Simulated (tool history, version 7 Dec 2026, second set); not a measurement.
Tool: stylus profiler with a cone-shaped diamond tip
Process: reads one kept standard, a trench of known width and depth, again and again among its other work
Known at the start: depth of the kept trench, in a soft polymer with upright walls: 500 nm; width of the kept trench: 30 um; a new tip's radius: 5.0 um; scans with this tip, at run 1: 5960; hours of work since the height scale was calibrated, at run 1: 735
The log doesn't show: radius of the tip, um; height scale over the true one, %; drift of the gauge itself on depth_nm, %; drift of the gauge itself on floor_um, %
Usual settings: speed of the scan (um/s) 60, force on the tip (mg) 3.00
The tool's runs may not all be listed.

run    hour  speed of the scan (um/s)  force on the tip (mg)  scans with this tip  hours of work since the height scale was calibrated  depth of the trench (nm)  width of the trench's floor (nm)
  1     0.0                        60                   3.00                 5960                                                  735                    505.49                             24800
  2    37.0                        60                   2.38                 6110                                                  753                    504.73                             24710
  3    84.3                       116                   3.00                 6302                                                  777                    505.35                             24510
  4   107.9                       116                   3.00                 6397                                                  789                    505.34                             24490
  5   145.6                        60                   3.32                 6550                                                  807                    506.04                             24740
  6   187.2                        60                   3.00                 6718                                                  828                    505.73                             24730
  7   235.5                        60                   3.00                 6914                                                  852                    505.55                             24700
  8   278.7                        60                   3.00                 7089                                                  874                    505.79                             24630
  9   317.4                        60                   3.00                 7246                                                  893                    505.77                             24680
 10   341.4                        60                   3.00                 7343                                                  905                    505.91                             24640
 11   380.1                        60                   3.00                 7500                                                  925                    505.64                             24660
 12   423.1                        60                   3.00                 7674                                                  946                    505.79                             24670
 13   468.0                        60                   3.00                 7856                                                  968                    506.06                             24610
 14   518.5                        60                   6.19                 8061                                                  994                    508.52                             24680
 15   547.4                        17                   6.69                 8177                                                 1008                    509.15                             24800
 16   589.7                        66                   6.47                 8349                                                 1029                    509.23                             24640
 17   643.3                        64                   1.40                 8566                                                 1056                    504.30                             24400
 18   668.8                        64                   5.50                 8669                                                 1069                    508.17                             24590
 19   722.4                        64                   5.50                 8886                                                 1096                    508.36                             24620
 20   760.3                        64                   5.50                 9040                                                 1114                    508.11                             24550
      763.2  -- height scale calibrated on a step standard
 21   788.6                        64                   5.50                 9153                                                   13                    508.46                             24600
 22   829.2                        46                   3.04                 9317                                                   33                    506.49                             24560
      847.7  -- height scale calibrated on a step standard, once more
 23   863.4                        74                   2.17                 9454                                                    8                    503.11                             24430
 24   910.9                        74                   2.17                 9646                                                   32                    503.24                             24370
 25   954.2                        60                   2.92                 9821                                                   53                    504.15                             24420
 26   979.7                        60                   3.19                 9925                                                   66                    504.47                             24440
 27  1008.3                        24                   6.36                10041                                                   80                    506.94                             24580
 28  1060.6                       147                   1.76                10252                                                  106                    503.05                             23810

4 ways to go on from here, each from the tool as it stands after run 28. What would each give?
  A  1107.4                       164                   1.92                10442                                                  130                         ?                                 ?
  B  1107.4                       147                   1.23                10442                                                  130                         ?                                 ?
  C  1107.4                        94                   2.97                10442                                                  130                         ?                                 ?
  D  1107.4                        20                   2.86                10442                                                  130                         ?                                 ?

run  depth of the trench (nm)  width of the trench's floor (nm)
  A                    503.19                             23790
  B                    502.24                             23680
  C                    504.18                             24250
  D                    504.14                             24550
Without the tool's hidden state the same runs would have given:
run  depth of the trench (nm)  width of the trench's floor (nm)
  A                    503.33                             24780
  B                    502.37                             24680
  C                    504.32                             25250
  D                    504.28                             25540

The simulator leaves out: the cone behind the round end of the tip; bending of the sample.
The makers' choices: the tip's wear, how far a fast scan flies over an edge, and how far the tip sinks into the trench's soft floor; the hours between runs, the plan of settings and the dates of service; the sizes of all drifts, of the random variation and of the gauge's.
